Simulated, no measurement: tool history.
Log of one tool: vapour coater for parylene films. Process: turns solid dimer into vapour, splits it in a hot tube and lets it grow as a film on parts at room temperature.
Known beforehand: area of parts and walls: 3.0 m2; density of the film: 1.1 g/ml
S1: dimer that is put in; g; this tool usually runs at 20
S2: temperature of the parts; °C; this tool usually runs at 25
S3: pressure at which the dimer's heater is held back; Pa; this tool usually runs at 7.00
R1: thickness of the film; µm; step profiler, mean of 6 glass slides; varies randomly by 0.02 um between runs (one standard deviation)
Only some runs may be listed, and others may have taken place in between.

Run 1, hour 0.0: usual settings. Result: R1 3.48 µm.
Run 2, hour 34.3: usual settings. Result: R1 3.45 µm.
Run 3, hour 58.5: usual settings. Result: R1 3.41 µm.
Run 4, hour 89.3: usual settings. Result: R1 3.39 µm.
Run 5, hour 120.5: usual settings. Result: R1 3.37 µm.
Run 6, hour 163.5: usual settings. Result: R1 3.36 µm.
Run 7, hour 196.5: usual settings. Result: R1 3.34 µm.
Run 8, hour 234.4: usual settings but S3 10.57 Pa. Result: R1 3.06 µm.
Run 9, hour 272.9: usual settings but S3 4.02 Pa. Result: R1 3.69 µm.
Run 10, hour 302.6: usual settings but S3 4.02 Pa. Result: R1 3.70 µm.
Run 11, hour 330.4: usual settings. Result: R1 3.24 µm.
Run 12, hour 348.2: usual settings but S2 31 °C. Result: R1 2.68 µm.
At hour 356.1: trap's valve overhauled.
Run 13, hour 375.3: usual settings but S2 31 °C. Result: R1 2.47 µm.
Run 14, hour 405.4: usual settings. Result: R1 3.00 µm.
Run 15, hour 447.5: usual settings. Result: R1 2.96 µm.
Run 16, hour 488.3: usual settings but S1 21 g, S2 27 °C, S3 5.60 Pa. Result: R1 3.03 µm.
Run 17, hour 507.9: usual settings but S2 19 °C, S3 2.20 Pa. Result: R1 4.53 µm.
At hour 537.7: trap's valve overhauled, once more.
Run 18, hour 540.9: usual settings but S2 19 °C, S3 2.20 Pa. Result: R1 5.55 µm.
Run 19, hour 575.8: usual settings but S1 14 g, S2 29 °C, S3 11.79 Pa. Result: R1 1.96 µm.
Run 20, hour 605.4: usual settings but S1 14 g, S2 29 °C, S3 11.79 Pa. Result: R1 1.95 µm.
Run 21, hour 631.6: usual settings but S1 14 g, S2 29 °C, S3 11.79 Pa. Result: R1 1.95 µm.

Run 22 comes next. What will it give?
Run 22, hour 659.4: usual settings but S1 10 g, S2 36 °C, S3 3.15 Pa. Result: R1 ?.

R1: 1.44 µm
Minus the tool's unlogged condition, the same run would have read R1 1.44 µm.

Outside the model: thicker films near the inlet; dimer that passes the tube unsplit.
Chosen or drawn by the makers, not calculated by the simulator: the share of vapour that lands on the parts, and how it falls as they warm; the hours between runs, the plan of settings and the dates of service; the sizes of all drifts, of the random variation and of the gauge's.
